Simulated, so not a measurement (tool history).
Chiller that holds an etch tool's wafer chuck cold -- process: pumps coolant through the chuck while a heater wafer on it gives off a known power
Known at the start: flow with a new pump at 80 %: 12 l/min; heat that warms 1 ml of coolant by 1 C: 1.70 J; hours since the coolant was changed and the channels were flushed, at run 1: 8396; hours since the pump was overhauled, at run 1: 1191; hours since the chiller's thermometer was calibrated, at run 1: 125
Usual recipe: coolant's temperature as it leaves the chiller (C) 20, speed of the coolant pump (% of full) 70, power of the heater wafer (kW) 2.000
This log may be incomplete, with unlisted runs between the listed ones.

run	day	coolant's temperature as it leaves the chiller (C)	speed of the coolant pump (% of full)	power of the heater wafer (kW)	hours since the coolant was changed and the channels were flushed	hours since the pump was overhauled	hours since the chiller's thermometer was calibrated	chuck's temperature once it has settled (C)	how much warmer the coolant comes back (C)
1	0.000	20	70	2.000	8396	1191	125	36.4	6.84
2	1.021	20	70	2.000	8421	1216	150	36.4	6.89
3	2.017	20	70	2.000	8444	1240	173	36.4	6.86
4	3.200	20	70	2.000	8473	1268	202	36.5	6.87
5	4.946	20	70	2.000	8515	1310	244	36.4	6.90
6	6.288	20	70	2.000	8547	1342	276	36.3	6.86
7	8.154	23	70	2.000	8592	1387	321	39.3	6.86
8	9.746	23	70	2.000	8630	1425	359	39.2	6.83
9	11.021	23	70	2.000	8661	1456	389	39.2	6.85
10	11.946	27	70	2.000	8683	1478	412	43.3	6.92
11	13.567	27	70	2.000	8722	1517	451	43.4	6.91
12	15.075	27	70	2.000	8758	1553	487	43.4	6.91
13	16.929	27	70	2.000	8802	1597	531	43.6	6.88
14	18.146	27	70	2.000	8832	1627	560	43.6	6.87
15	18.983	14	84	1.199	8852	1647	581	22.6	3.32
16	20.929	14	84	2.205	8898	1693	627	29.9	6.20
17	21.958	21	63	2.388	8923	1718	652	42.1	9.20
18	23.625	21	70	1.135	8963	1758	692	30.3	3.92

For run 19, what comes out?
# day 24.579: coolant changed, channels flushed
19	24.767	21	70	1.135	4	1780	713	?	?

{"run 19": {"chuck's temperature once it has settled (C)": 29.9, "how much warmer the coolant comes back (C)": 3.89}}
With the hidden condition absent and the run-to-run variation left alone, this run would have shown chuck's temperature once it has settled (C) 29.7, how much warmer the coolant comes back (C) 3.85.
